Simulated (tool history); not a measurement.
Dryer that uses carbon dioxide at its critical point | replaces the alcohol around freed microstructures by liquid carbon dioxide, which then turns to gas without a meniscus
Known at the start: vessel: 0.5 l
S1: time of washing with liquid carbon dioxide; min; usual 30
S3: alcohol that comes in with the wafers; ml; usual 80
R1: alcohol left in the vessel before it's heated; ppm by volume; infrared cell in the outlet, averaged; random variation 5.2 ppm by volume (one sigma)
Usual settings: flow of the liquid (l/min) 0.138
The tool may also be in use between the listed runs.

Run 1, hour 0: usual settings. Result: R1 222 ppm by volume.
Run 2, hour 26.2: usual settings but S3 32 ml. Result: R1 162 ppm by volume.
Run 3, hour 39: usual settings but S1 20 min, S3 32 ml. Result: R1 623 ppm by volume.
Run 4, hour 63.8: usual settings. Result: R1 217 ppm by volume.
Run 5, hour 78.5: usual settings. Result: R1 239 ppm by volume.
Run 6, hour 95.5: usual settings. Result: R1 234 ppm by volume.
Run 7, hour 115.4: usual settings. Result: R1 232 ppm by volume.
Run 8, hour 142.7: usual settings but S1 38 min. Result: R1 133 ppm by volume.
Run 9, hour 168.1: usual settings. Result: R1 250 ppm by volume.
Run 10, hour 193.9: usual settings. Result: R1 263 ppm by volume.
Run 11, hour 207.2: usual settings. Result: R1 252 ppm by volume.
Run 12, hour 231.1: usual settings. Result: R1 267 ppm by volume.
Run 13, hour 253.4: usual settings. Result: R1 275 ppm by volume.
Run 14, hour 275: usual settings. Result: R1 264 ppm by volume.
Run 15, hour 287.8: usual settings but S3 93 ml. Result: R1 311 ppm by volume.
Run 16, hour 307.2: usual settings but S1 28 min, S3 93 ml. Result: R1 401 ppm by volume.
Run 17, hour 336.9: usual settings but S1 28 min, S3 93 ml. Result: R1 419 ppm by volume.
Run 18, hour 356.5: usual settings but S1 44 min. Result: R1 155 ppm by volume.
Run 19, hour 384.9: usual settings but S1 20 min, flow of the liquid (l/min) 0.198, S3 48 ml. Result: R1 267 ppm by volume.
Run 20, hour 404: usual settings but flow of the liquid (l/min) 0.137. Result: R1 306 ppm by volume.
Run 21, hour 424.3: usual settings but S3 59 ml. Result: R1 248 ppm by volume.

Forecast run 22:
Run 22, hour 444.9: usual settings but S1 22 min, flow of the liquid (l/min) 0.211. Result: R1 ?.

R1: 211 ppm by volume
Without the tool's hidden state the same run would have given R1 34 ppm by volume.
